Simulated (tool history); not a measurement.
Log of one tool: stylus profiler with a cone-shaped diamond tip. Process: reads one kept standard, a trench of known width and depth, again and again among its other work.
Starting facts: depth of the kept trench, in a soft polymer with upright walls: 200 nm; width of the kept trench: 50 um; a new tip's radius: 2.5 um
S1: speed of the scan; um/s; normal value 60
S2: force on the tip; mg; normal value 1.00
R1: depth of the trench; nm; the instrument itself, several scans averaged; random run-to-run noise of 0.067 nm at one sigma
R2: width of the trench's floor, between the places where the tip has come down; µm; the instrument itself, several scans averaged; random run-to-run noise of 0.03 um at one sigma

{"run": 1, "hour": 0.0, "S1": 60, "S2": 1.0, "R1": 201.9, "R2": 47.8}
{"run": 2, "hour": 80.8, "S1": 60, "S2": 1.0, "R1": 201.73, "R2": 47.85}
{"run": 3, "hour": 143.2, "S1": 60, "S2": 1.0, "R1": 201.89, "R2": 47.81}
{"run": 4, "hour": 193.7, "S1": 60, "S2": 1.0, "R1": 201.69, "R2": 47.7}
{"run": 5, "hour": 269.9, "S1": 60, "S2": 1.0, "R1": 201.78, "R2": 47.81}
{"run": 6, "hour": 330.7, "S1": 60, "S2": 1.0, "R1": 201.8, "R2": 47.69}
{"run": 7, "hour": 383.8, "S1": 60, "S2": 1.0, "R1": 201.69, "R2": 47.74}
{"run": 8, "hour": 456.3, "S1": 60, "S2": 0.36, "R1": 200.76, "R2": 47.55}
{"run": 9, "hour": 495.9, "S1": 60, "S2": 0.36, "R1": 200.9, "R2": 47.56}
{"run": 10, "hour": 557.1, "S1": 60, "S2": 0.36, "R1": 200.83, "R2": 47.58}
{"run": 11, "hour": 619.2, "S1": 60, "S2": 0.36, "R1": 200.78, "R2": 47.57}
{"run": 12, "hour": 669.9, "S1": 60, "S2": 0.36, "R1": 200.75, "R2": 47.57}
{"run": 13, "hour": 740.2, "S1": 60, "S2": 0.36, "R1": 200.79, "R2": 47.51}
{"run": 14, "hour": 815.6, "S1": 60, "S2": 1.0, "R1": 201.67, "R2": 47.65}
{"run": 15, "hour": 902.2, "S1": 60, "S2": 1.0, "R1": 201.6, "R2": 47.66}
{"run": 16, "hour": 946.5, "S1": 60, "S2": 1.0, "R1": 201.58, "R2": 47.68}
{"run": 17, "hour": 1015.3, "S1": 60, "S2": 1.0, "R1": 201.67, "R2": 47.57}
{"run": 18, "hour": 1082.8, "S1": 60, "S2": 1.0, "R1": 201.62, "R2": 47.59}
{"run": 19, "hour": 1171.4, "S1": 60, "S2": 1.0, "R1": 201.45, "R2": 47.54}
{"run": 20, "hour": 1254.0, "S1": 60, "S2": 1.0, "R1": 201.62, "R2": 47.57}
{"run": 21, "hour": 1344.9, "S1": 60, "S2": 1.0, "R1": 201.45, "R2": 47.56}
{"hour": 1351.4, "done": "height scale calibrated on a step standard"}
{"run": 22, "hour": 1416.0, "S1": 19, "S2": 1.0, "R1": 201.32, "R2": 47.71}
{"run": 23, "hour": 1494.6, "S1": 79, "S2": 1.0, "R1": 201.49, "R2": 47.47}
{"run": 24, "hour": 1548.5, "S1": 179, "S2": 0.81, "R1": 201.21, "R2": 47.08}
{"run": 25, "hour": 1638.8, "S1": 185, "S2": 1.47, "R1": 201.83, "R2": 47.15}
{"hour": 1699.7, "done": "height scale calibrated on a step standard, once more"}
{"run": 26, "hour": 1723.1, "S1": 185, "S2": 1.47, "R1": 202.45, "R2": 47.16}
{"run": 27, "hour": 1801.2, "S1": 65, "S2": 1.35, "R1": 202.22, "R2": 47.45}
{"run": 28, "hour": 1855.2, "S1": 60, "S2": 1.66, "R1": 202.55, "R2": 47.46}
{"run": 29, "hour": 1941.3, "S1": 32, "S2": 0.7, "R1": 201.31, "R2": 47.54}
{"run": 30, "hour": 1998.8, "S1": 124, "S2": 0.65, "R1": 201.51, "R2": 47.11}
{"run": 31, "hour": 2055.3, "S1": 17, "S2": 0.49, "R1": 201.15, "R2": 47.49}
{"run": 32, "hour": 2118.4, "S1": 85, "S2": 0.73, "R1": 201.38, "R2": 47.26}
{"run": 33, "hour": 2177.9, "S1": 85, "S2": 0.53, "R1": 201.14, "R2": 47.19}
{"run": 34, "hour": 2271.0, "S1": 16, "S2": 1.99, "R1": 202.81, "R2": 47.56}
{"run": 35, "hour": 2362.0, "S1": 176, "S2": 0.83, "R1": 201.43, "R2": 46.92}
{"run": 36, "hour": 2431.9, "S1": 49, "S2": 0.42, "R1": 200.74, "R2": 47.26}
{"run": 37, "hour": 2499.8, "S1": 223, "S2": 0.87, "R1": 201.57, "R2": 46.74}
{"run": 38, "hour": 2579.2, "S1": 223, "S2": 0.87, "R1": 201.64, "R2": 46.69}
{"run": 39, "hour": 2673.1, "S1": 60, "S2": 1.28, "R1": 202.15, "R2": 47.25}
{"run": 40, "hour": 2755.0, "S1": 36, "S2": 0.48, "R1": 200.89, "R2": 47.33}
{"hour": 2764.4, "done": "new tip fitted, height scale calibrated"}
{"run": 41, "hour": 2801.8, "S1": 131, "S2": 2.59, "R1": 203.59, "R2": 47.71}
{"run": 42, "hour": 2871.6, "S1": 50, "S2": 0.98, "R1": 201.86, "R2": 47.83}
{"run": 43, "hour": 2920.7, "S1": 50, "S2": 0.98, "R1": 201.86, "R2": 47.81}
{"run": 44, "hour": 3005.3, "S1": 41, "S2": 0.75, "R1": 201.49, "R2": 47.81}
{"run": 45, "hour": 3080.7, "S1": 41, "S2": 0.75, "R1": 201.51, "R2": 47.83}

Each row is a separate what-if for the run after 45, all from the same tool condition, not one after another. Results?
{"run": "A", "hour": 3158.1, "S1": 184, "S2": 2.29, "R1": "?", "R2": "?"}
{"run": "B", "hour": 3158.1, "S1": 69, "S2": 1.41, "R1": "?", "R2": "?"}
{"run": "C", "hour": 3158.1, "S1": 45, "S2": 1.37, "R1": "?", "R2": "?"}
{"run": "D", "hour": 3158.1, "S1": 185, "S2": 0.66, "R1": "?", "R2": "?"}
{"run": "E", "hour": 3158.1, "S1": 17, "S2": 2.24, "R1": "?", "R2": "?"}

run=A R1=203.25 R2=47.50
run=B R1=202.38 R2=47.72
run=C R1=202.15 R2=47.80
run=D R1=201.36 R2=47.14
run=E R1=203.16 R2=47.84
What these runs would have given with no unlogged condition in the tool:
run=A R1=203.30 R2=47.62
run=B R1=202.43 R2=47.84
run=C R1=202.20 R2=47.92
run=D R1=201.41 R2=47.26
run=E R1=203.21 R2=47.96

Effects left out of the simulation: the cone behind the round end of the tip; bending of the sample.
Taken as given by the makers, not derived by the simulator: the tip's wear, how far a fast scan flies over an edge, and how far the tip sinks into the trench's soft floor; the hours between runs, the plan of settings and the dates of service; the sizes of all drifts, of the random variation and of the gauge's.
